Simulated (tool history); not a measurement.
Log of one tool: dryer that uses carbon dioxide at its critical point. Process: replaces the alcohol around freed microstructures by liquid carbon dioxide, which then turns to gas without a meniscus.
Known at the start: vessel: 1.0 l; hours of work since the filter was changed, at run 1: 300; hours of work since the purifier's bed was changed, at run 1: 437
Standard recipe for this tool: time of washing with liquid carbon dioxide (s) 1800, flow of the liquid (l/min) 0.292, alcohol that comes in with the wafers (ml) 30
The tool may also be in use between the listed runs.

run   hour  time of washing with liquid carbon dioxide (s)  flow of the liquid (l/min)  alcohol that comes in with the wafers (ml)  hours of work since the filter was changed  hours of work since the purifier's bed was changed  alcohol left in the vessel before it's heated (ppm by volume)
  1    0.0                                            1800                       0.292                                          30                                         300                                                 437                                                             54
  2   50.3                                            1800                       0.292                                          30                                         327                                                 464                                                             58
  3   98.1                                            1800                       0.292                                          30                                         353                                                 490                                                             63
  4  125.0                                            1800                       0.292                                          30                                         368                                                 504                                                             65
  5  172.8                                            1800                       0.292                                          30                                         394                                                 530                                                             66
  6  207.5                                            1800                       0.292                                          30                                         412                                                 549                                                             63
  7  256.0                                            1800                       0.292                                          30                                         439                                                 575                                                             60
  8  303.4                                            1800                       0.292                                          30                                         464                                                 601                                                             68
  9  359.0                                            1800                       0.292                                          30                                         494                                                 631                                                             67
 10  397.7                                            1800                       0.292                                          30                                         515                                                 652                                                             72
 11  432.8                                            1800                       0.299                                          30                                         534                                                 670                                                             76
     440.6  -- inlet filter changed
 12  483.2                                            1800                       0.299                                          30                                          23                                                 697                                                             66
 13  532.3                                            1800                       0.364                                          30                                          50                                                 724                                                             71
 14  573.6                                            1500                       0.268                                          30                                          72                                                 746                                                            132
 15  627.3                                            2160                       0.292                                          32                                         101                                                 775                                                             79
 16  668.5                                            1080                       0.292                                          49                                         123                                                 797                                                            372
 17  696.8                                            2580                       0.449                                          37                                         138                                                 813                                                             77
 18  723.0                                            1800                       0.292                                          98                                         153                                                 827                                                            106
 19  757.8                                            1800                       0.292                                          98                                         171                                                 846                                                            105
 20  811.2                                            1800                       0.292                                          98                                         200                                                 874                                                            121
 21  835.1                                            1800                       0.292                                          98                                         213                                                 887                                                            110
 22  860.5                                            1800                       0.292                                          98                                         227                                                 901                                                            111
 23  915.8                                            1800                       0.292                                          98                                         257                                                 931                                                            107
 24  939.6                                            1800                       0.292                                          98                                         270                                                 944                                                            111

Here are 5 independent what-if runs from the current tool condition. What would each one return?
  A  975.4                                            2700                       0.302                                          40                                         289                                                 963                                                              ?
  B  975.4                                            1560                       0.308                                          83                                         289                                                 963                                                              ?
  C  975.4                                            1800                       0.292                                          76                                         289                                                 963                                                              ?
  D  975.4                                            1800                       0.292                                          66                                         289                                                 963                                                              ?
  E  975.4                                            1800                       0.292                                          56                                         289                                                 963                                                              ?

run  alcohol left in the vessel before it's heated (ppm by volume)
  A                                                             89
  B                                                            131
  C                                                            112
  D                                                            100
  E                                                            109
The same runs, with their run-to-run variation unchanged, on a tool lacking any hidden condition would have given:
run  alcohol left in the vessel before it's heated (ppm by volume)
  A                                                              0
  B                                                             29
  C                                                             15
  D                                                              6
  E                                                             15

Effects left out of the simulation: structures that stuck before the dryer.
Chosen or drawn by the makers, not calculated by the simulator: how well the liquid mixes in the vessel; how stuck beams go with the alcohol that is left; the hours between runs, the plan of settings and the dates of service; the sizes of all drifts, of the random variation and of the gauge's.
